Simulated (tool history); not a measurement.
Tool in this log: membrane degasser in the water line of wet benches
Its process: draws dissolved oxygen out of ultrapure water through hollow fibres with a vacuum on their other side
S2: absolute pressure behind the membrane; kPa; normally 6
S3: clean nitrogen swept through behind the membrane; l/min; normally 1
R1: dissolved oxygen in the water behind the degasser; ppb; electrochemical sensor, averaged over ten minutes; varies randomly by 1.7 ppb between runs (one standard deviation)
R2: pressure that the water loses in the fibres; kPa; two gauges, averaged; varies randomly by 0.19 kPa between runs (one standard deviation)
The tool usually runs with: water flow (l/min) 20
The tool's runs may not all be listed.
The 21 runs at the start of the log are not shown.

-- hour=633.6 vacuum gauge calibrated
run 22 hour=659 | water_flow_(l/min)=13 S2=6 S3=1.09 | R1=101.2 R2=24.88
run 23 hour=680.1 | water_flow_(l/min)=20 S2=5.67 S3=2.84 | R1=94.4 R2=38.72
-- hour=710.6 vacuum gauge calibrated, once more
run 24 hour=722.1 | water_flow_(l/min)=13 S2=10.38 S3=2.52 | R1=112 R2=25.14
run 25 hour=743.1 | water_flow_(l/min)=17 S2=8.25 S3=0.62 | R1=322.7 R2=32.76
run 26 hour=768.1 | water_flow_(l/min)=14 S2=11.51 S3=0.49 | R1=497.2 R2=27.14
run 27 hour=788.8 | water_flow_(l/min)=22 S2=12.52 S3=0.49 | R1=821.7 R2=42.88
run 28 hour=823 | water_flow_(l/min)=13 S2=5.66 S3=2.95 | R1=48.5 R2=24.92
run 29 hour=850 | water_flow_(l/min)=20 S2=10.32 S3=1.22 | R1=305.4 R2=38.86
run 30 hour=890 | water_flow_(l/min)=20 S2=10.32 S3=1.22 | R1=309.6 R2=38.58
run 31 hour=935 | water_flow_(l/min)=20 S2=10.32 S3=1.22 | R1=306.7 R2=38.82

What if the next run were any one of these 4? Each begins from the tool's condition after run 31:
run A hour=957.2 | water_flow_(l/min)=20 S2=10.32 S3=2.24 | R1=? R2=?
run B hour=957.2 | water_flow_(l/min)=20 S2=5.72 S3=1 | R1=? R2=?
run C hour=957.2 | water_flow_(l/min)=13 S2=13.94 S3=0.41 | R1=? R2=?
run D hour=957.2 | water_flow_(l/min)=30 S2=4.19 S3=0.71 | R1=? R2=?

run=A R1=200.4 R2=38.52
run=B R1=157.9 R2=38.67
run=C R1=686.1 R2=24.97
run=D R1=179.1 R2=57.65
Stripped of hidden state, with their random variation kept, the same runs would have yielded:
run=A R1=196.5 R2=38.36
run=B R1=155.9 R2=38.51
run=C R1=679 R2=24.87
run=D R1=178.1 R2=57.4
